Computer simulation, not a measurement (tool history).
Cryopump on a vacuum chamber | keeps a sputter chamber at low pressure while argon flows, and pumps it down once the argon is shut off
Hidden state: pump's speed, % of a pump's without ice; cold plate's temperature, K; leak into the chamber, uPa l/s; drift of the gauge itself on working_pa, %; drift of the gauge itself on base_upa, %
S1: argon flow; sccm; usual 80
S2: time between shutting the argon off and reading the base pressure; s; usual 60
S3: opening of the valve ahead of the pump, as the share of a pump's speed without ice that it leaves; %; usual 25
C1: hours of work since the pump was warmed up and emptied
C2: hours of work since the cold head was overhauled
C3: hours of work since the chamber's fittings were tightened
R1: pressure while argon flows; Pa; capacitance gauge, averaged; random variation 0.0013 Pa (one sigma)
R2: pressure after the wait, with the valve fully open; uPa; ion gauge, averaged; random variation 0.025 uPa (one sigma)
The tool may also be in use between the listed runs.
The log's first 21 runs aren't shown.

run,hour,S1,S2,S3,C1,C2,C3,R1,R2
22,517.4,80,46,38,420,859,1044,0.2127,2.75
23,535.2,66,79,25,430,869,1054,0.2584,2.29
# hour 551: pump warmed up, emptied and cooled again
24,565.7,57,145,25,8,883,1069,0.2085,1.64
25,587.7,80,145,23,21,896,1081,0.3161,1.66
26,601.9,80,60,38,29,904,1089,0.1942,2.14
27,630.4,80,60,38,45,920,1106,0.1942,2.23
28,662.1,106,117,18,63,938,1124,0.5415,1.78
29,690.7,46,28,25,79,954,1140,0.169,3.26
30,720.6,71,142,24,96,971,1157,0.2744,1.76
31,749.6,71,142,24,112,987,1173,0.272,1.84
32,765.6,84,60,38,122,997,1182,0.2072,2.38
33,785.4,108,60,25,133,1008,1193,0.4022,2.45
34,802.8,73,30,18,143,1018,1203,0.3755,3.31

Forecast each of these 4 alternatives for the next run:
A,819.5,43,71,18,152,1027,1213,?,?
B,819.5,106,25,30,152,1027,1213,?,?
C,819.5,80,60,60,152,1027,1213,?,?
D,819.5,51,30,18,152,1027,1213,?,?

run,R1,R2
A,0.2217,2.27
B,0.328,3.53
C,0.1273,2.45
D,0.2633,3.33
Without the tool's hidden state the same runs would have given:
run,R1,R2
A,0.218,0.88
B,0.3189,2.17
C,0.1204,1.04
D,0.2588,1.92
